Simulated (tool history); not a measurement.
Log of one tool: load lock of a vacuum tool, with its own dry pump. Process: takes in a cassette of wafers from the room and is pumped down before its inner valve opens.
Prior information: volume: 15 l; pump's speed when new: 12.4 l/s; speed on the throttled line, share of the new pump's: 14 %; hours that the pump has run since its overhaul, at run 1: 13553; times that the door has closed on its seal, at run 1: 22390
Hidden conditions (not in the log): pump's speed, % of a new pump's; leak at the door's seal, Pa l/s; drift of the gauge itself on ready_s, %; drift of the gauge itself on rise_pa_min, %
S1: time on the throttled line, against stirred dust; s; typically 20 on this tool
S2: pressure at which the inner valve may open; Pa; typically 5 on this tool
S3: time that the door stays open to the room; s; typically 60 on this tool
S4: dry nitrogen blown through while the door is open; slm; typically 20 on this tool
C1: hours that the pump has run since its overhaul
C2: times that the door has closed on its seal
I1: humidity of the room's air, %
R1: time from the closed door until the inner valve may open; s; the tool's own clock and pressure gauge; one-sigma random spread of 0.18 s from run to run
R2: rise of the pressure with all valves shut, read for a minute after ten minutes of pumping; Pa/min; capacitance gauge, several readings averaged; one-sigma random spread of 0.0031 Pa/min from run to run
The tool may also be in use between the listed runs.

run,hour,S1,S2,S3,S4,C1,C2,I1,R1,R2
1,0.0,20,5,60,20,13553,22390,49.2,28.8,0.092
# hour 403.1: dry pump taken out, an overhauled one fitted
2,612.5,20,6,60,20,209,23034,45.8,28.9,0.088
3,1258.0,21,5,60,20,855,23718,47.1,30.0,0.093
4,1820.4,20,5,60,20,1417,24315,49.7,29.1,0.099
5,2139.3,20,5,60,20,1736,24653,46.9,29.6,0.092
6,2720.7,20,5,60,20,2318,25270,42.2,29.1,0.083
7,3228.0,20,5,60,20,2825,25808,45.5,29.7,0.083
8,3679.8,20,5,60,20,3277,26287,45.3,29.2,0.090
9,4365.6,15,5,60,20,3963,27015,44.1,24.7,0.088
# hour 4626.9: door's seal changed, seat wiped
10,4766.0,15,5,60,20,4361,147,46.2,24.7,0.087
11,5111.8,15,6,60,20,4707,514,45.8,25.1,0.093
12,5740.0,15,6,60,20,5335,1180,48.0,25.0,0.094
13,6421.4,20,5,60,20,6017,1903,47.5,29.1,0.092
14,7068.7,20,5,60,20,6664,2590,44.8,29.5,0.084
15,7769.4,20,5,60,20,7365,3333,44.3,29.1,0.086
16,8406.2,20,5,60,20,8002,4009,45.5,29.4,0.086
17,8829.4,15,6,60,20,8425,4458,49.3,24.6,0.091
18,9428.8,14,4,45,6,9024,5094,47.6,24.4,0.101
19,10013.5,40,6,60,20,9609,5714,47.1,46.2,0.094
20,10494.9,40,6,60,11,10090,6225,42.7,45.7,0.093
21,11031.4,40,6,60,11,10627,6794,47.9,45.8,0.108
22,11724.3,40,6,60,11,11320,7529,44.7,45.8,0.101
23,12092.6,33,7,137,11,11688,7919,41.5,39.7,0.148
24,12785.3,12,6,222,17,12381,8654,46.5,22.0,0.197
25,13233.6,20,5,60,20,12829,9130,44.3,29.5,0.084
26,13682.2,20,5,60,20,13278,9606,45.6,29.4,0.088
27,14338.3,20,5,60,4,13934,10302,47.8,29.2,0.125
# hour 14375.5: dry pump taken out, an overhauled one fitted
28,14761.1,20,5,60,4,386,10744,45.9,29.0,0.121
29,15426.0,20,5,60,4,1051,11449,44.7,29.3,0.111
30,15932.4,11,5,51,20,1557,11986,43.3,21.4,0.076
31,16369.4,11,5,51,20,1994,12450,44.4,21.7,0.078

Hidden condition of the tool, last listed run before each entry between runs versus first listed run after:
Logged between run 1 and run 2: dry pump taken out, an overhauled one fitted (hour 403.1)
  pump's speed, % of a new pump's: 99.9 -> 100
Logged between run 9 and run 10: door's seal changed, seat wiped (hour 4626.9)
  leak at the door's seal, Pa l/s: 0.0026 -> 0.002
Logged between run 27 and run 28: dry pump taken out, an overhauled one fitted (hour 14375.5)
  pump's speed, % of a new pump's: 99.9 -> 100
